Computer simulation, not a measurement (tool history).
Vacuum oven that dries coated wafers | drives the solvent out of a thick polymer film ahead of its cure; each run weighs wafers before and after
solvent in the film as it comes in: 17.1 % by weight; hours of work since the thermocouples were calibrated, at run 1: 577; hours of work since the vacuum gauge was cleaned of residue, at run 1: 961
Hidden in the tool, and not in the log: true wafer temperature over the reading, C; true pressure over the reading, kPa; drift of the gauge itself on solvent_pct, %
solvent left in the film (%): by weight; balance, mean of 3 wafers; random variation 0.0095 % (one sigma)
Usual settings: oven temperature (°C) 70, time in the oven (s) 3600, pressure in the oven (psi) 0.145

run,day,oven temperature (°C),time in the oven (s),pressure in the oven (psi),hours of work since the thermocouples were calibrated,hours of work since the vacuum gauge was cleaned of residue,solvent left in the film (%)
1,0.000,70,3600,0.145,577,961,1.166
# day 2.204: oven's thermocouples calibrated
2,3.796,70,3600,0.145,28,1026,1.302
3,7.558,70,3600,0.145,93,1091,1.289
4,10.146,70,3600,0.145,138,1136,1.267
5,11.933,70,3600,0.145,169,1167,1.255
6,14.317,70,3600,0.145,210,1208,1.231
7,17.983,77,3420,0.154,274,1272,0.573
8,21.492,75,1920,0.145,335,1333,2.027
9,25.233,70,3600,0.228,400,1398,1.433
10,28.871,82,3240,0.145,463,1461,0.347
11,32.421,59,2040,0.146,524,1523,6.515
12,34.388,59,2040,0.146,559,1557,6.467

Hidden state or all else? Some run-to-run changes of solvent left in the film (%), split into what the settings, what came in and random variation would give without the hidden state, and what is left for the hidden state (with any gauge scatter that isn't in both results):
Run 10 -> 11: oven temperature (°C) 82 -> 59, time in the oven (s) 3240 -> 2040, pressure in the oven (psi) 0.145 -> 0.146. solvent left in the film (%) +6.168: hidden state -0.271, all else +6.439.

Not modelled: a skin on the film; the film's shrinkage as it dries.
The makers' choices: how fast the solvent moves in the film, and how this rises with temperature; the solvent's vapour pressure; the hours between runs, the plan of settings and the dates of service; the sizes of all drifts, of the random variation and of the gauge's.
